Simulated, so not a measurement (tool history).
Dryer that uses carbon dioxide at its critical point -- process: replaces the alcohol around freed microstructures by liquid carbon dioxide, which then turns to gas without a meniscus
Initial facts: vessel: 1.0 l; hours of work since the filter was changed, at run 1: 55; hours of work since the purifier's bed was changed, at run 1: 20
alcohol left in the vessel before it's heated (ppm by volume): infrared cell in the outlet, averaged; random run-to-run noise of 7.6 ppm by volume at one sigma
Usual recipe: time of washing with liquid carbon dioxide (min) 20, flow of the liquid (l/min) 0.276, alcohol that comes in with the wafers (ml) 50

run   hour  time of washing with liquid carbon dioxide (min)  flow of the liquid (l/min)  alcohol that comes in with the wafers (ml)  hours of work since the filter was changed  hours of work since the purifier's bed was changed  alcohol left in the vessel before it's heated (ppm by volume)
  1    0.0                                                20                       0.276                                          50                                          55                                                  20                                                            442
  2    9.9                                                20                       0.276                                          50                                          59                                                  23                                                            440
  3   20.1                                                20                       0.276                                          50                                          62                                                  27                                                            456
  4   32.5                                                20                       0.276                                          50                                          67                                                  31                                                            444
  5   38.8                                                20                       0.276                                          50                                          69                                                  34                                                            466
  6   50.8                                                20                       0.276                                          50                                          73                                                  38                                                            457
  7   62.6                                                20                       0.185                                          50                                          77                                                  42                                                           2342
  8   71.6                                                20                       0.185                                          50                                          80                                                  45                                                           2324
  9   79.5                                                20                       0.185                                          50                                          83                                                  48                                                           2308
 10   87.3                                                20                       0.185                                          87                                          86                                                  51                                                           4075
 11   99.9                                                22                       0.276                                          50                                          90                                                  55                                                            292
 12  111.9                                                20                       0.276                                          50                                          95                                                  59                                                            479
 13  122.6                                                16                       0.276                                          50                                          98                                                  63                                                           1206
 14  133.2                                                16                       0.276                                          50                                         102                                                  67                                                           1226
 15  147.8                                                16                       0.276                                          50                                         107                                                  72                                                           1226
 16  157.1                                                16                       0.276                                          50                                         111                                                  75                                                           1211
 17  165.0                                                16                       0.276                                          50                                         113                                                  78                                                           1226
 18  172.3                                                16                       0.276                                          50                                         116                                                  81                                                           1232
 19  179.6                                                16                       0.276                                          50                                         118                                                  83                                                           1219
 20  189.5                                                20                       0.249                                          50                                         122                                                  87                                                            807
 21  200.5                                                20                       0.249                                          50                                         126                                                  91                                                            813
 22  211.5                                                15                       0.276                                          50                                         130                                                  95                                                           1565
 23  224.5                                                20                       0.276                                          50                                         134                                                  99                                                            513
 24  231.1                                                20                       0.276                                          70                                         137                                                 102                                                            739
 25  244.6                                                20                       0.276                                          70                                         141                                                 106                                                            732
 26  257.0                                                20                       0.177                                          57                                         146                                                 111                                                           3309
 27  266.7                                                25                       0.217                                          88                                         149                                                 114                                                           1072
 28  279.8                                                25                       0.217                                          88                                         154                                                 119                                                           1068
 29  287.4                                                25                       0.217                                          88                                         157                                                 121                                                           1106
 30  293.6                                                12                       0.447                                          70                                         159                                                 124                                                            719
 31  307.6                                                12                       0.447                                          70                                         164                                                 129                                                            741
 32  318.3                                                20                       0.351                                          50                                         167                                                 132                                                            167
 33  324.8                                                14                       0.383                                          50                                         170                                                 135                                                            559
 34  331.9                                                17                       0.192                                          50                                         172                                                 137                                                           3642
 35  343.5                                                15                       0.455                                         105                                         176                                                 141                                                            335
 36  351.8                                                17                       0.329                                          50                                         179                                                 144                                                            507
 37  364.8                                                17                       0.329                                          50                                         184                                                 149                                                            517
 38  379.0                                                23                       0.253                                          40                                         189                                                 154                                                            380
 39  392.8                                                23                       0.333                                          50                                         194                                                 159                                                            112
 40  403.3                                                14                       0.220                                          50                                         197                                                 162                                                           4299
 41  415.5                                                25                       0.395                                          84                                         202                                                 167                                                             53
 42  425.1                                                22                       0.437                                          75                                         205                                                 170                                                             44
 43  433.5                                                16                       0.235                                          22                                         208                                                 173                                                           1120
 44  447.6                                                15                       0.389                                          59                                         213                                                 178                                                            502
 45  459.6                                                15                       0.389                                          59                                         217                                                 182                                                            493
 46  468.3                                                27                       0.204                                          54                                         220                                                 185                                                            717

Consider 5 possible next runs. They are alternatives, not a sequence: every one starts from the tool as it was left by run 46. What does each give?
  A  478.8                                                25                       0.208                                          57                                         224                                                 189                                                              ?
  B  478.8                                                18                       0.450                                          57                                         224                                                 189                                                              ?
  C  478.8                                                22                       0.215                                         109                                         224                                                 189                                                              ?
  D  478.8                                                20                       0.325                                          68                                         224                                                 189                                                              ?
  E  478.8                                                20                       0.276                                          87                                         224                                                 189                                                              ?

run  alcohol left in the vessel before it's heated (ppm by volume)
  A                                                            932
  B                                                             97
  C                                                           2486
  D                                                            359
  E                                                           1039
What these runs would have given with no unlogged condition in the tool:
run  alcohol left in the vessel before it's heated (ppm by volume)
  A                                                            610
  B                                                             39
  C                                                           1718
  D                                                            200
  E                                                            662
